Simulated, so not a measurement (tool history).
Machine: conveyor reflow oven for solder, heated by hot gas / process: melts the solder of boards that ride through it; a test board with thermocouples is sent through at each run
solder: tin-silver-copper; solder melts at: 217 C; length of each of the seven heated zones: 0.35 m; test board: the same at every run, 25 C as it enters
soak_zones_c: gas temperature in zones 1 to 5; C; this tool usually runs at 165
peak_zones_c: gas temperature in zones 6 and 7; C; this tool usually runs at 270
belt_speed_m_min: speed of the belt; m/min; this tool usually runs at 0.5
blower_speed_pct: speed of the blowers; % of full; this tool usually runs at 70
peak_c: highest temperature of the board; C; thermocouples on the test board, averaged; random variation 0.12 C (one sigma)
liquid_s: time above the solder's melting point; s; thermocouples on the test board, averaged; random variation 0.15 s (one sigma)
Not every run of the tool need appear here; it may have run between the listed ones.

run	hour	soak_zones_c	peak_zones_c	belt_speed_m_min	blower_speed_pct	peak_c	liquid_s
1	0	165	270	0.5	70	249.1	55.9
2	76	165	270	0.528	70	246.9	50.4
3	123.1	165	270	0.5	70	249.2	55.7
4	184.9	165	270	0.5	70	248.8	55.6
# hour 216.5: flux residue cleaned out of gas plates and filters
5	271.7	165	270	0.5	70	249.1	55.7
6	312.2	165	270	0.5	70	249.2	55.7
7	390.4	165	270	0.5	70	249	55.8
8	461.3	165	270	0.5	70	248.9	55.9
9	509.1	165	270	0.5	70	249.1	55.6
10	549	158	270	0.5	70	247.6	52.1
# hour 558.3: flux residue cleaned out of gas plates and filters
11	620.3	165	270	0.5	88	254.2	61.4
12	663.7	165	270	0.5	88	254.2	61.1
13	702.6	165	270	0.475	70	251	60.9
14	758.3	165	270	0.475	70	250.9	61.1
# hour 801.5: thermocouples of zones 6 and 7 changed
15	829.5	165	265	0.475	70	246.6	57.1
# hour 901: flux residue cleaned out of gas plates and filters
16	901	165	265	0.475	70	246.7	57.2
17	957.6	154	280	0.422	66	260.7	74.2
18	1002.7	154	280	0.422	66	260.9	74.2
19	1044.3	168	270	0.522	61	244.5	48.8
20	1120.4	168	270	0.522	61	244.5	48.7
21	1171.3	165	270	0.448	80	255.6	70.2
22	1233.4	165	270	0.448	79	255.4	69.8
# hour 1244.2: flux residue cleaned out of gas plates and filters
23	1299.9	165	266	0.5	72	246.1	52.9
24	1352.4	180	266	0.491	71	249.6	63.6
25	1413	180	283	0.491	71	263.9	73.7
26	1489.5	156	279	0.555	52	240.5	37.2
27	1570	157	283	0.576	57	244.9	40.2
# hour 1588.5: flux residue cleaned out of gas plates and filters
# hour 1592.5: belt drive overhauled, speed set with a stopwatch
28	1659.1	157	283	0.576	57	245.1	40.4
29	1701.1	157	283	0.576	57	244.8	40
30	1762.1	165	273	0.5	70	251.7	58

3 ways to go on from here, each from the tool as it stands after run 30. What would each give?
A	1832.5	162	269	0.5	64	?	?
B	1832.5	173	273	0.5	70	?	?
C	1832.5	164	270	0.534	70	?	?

run	peak_c	liquid_s
A	245.5	50.7
B	253.1	62
C	246	48.7
Had the tool no hidden state, the same runs would have come out as:
run	peak_c	liquid_s
A	245.5	50.7
B	253.1	62
C	246	48.7
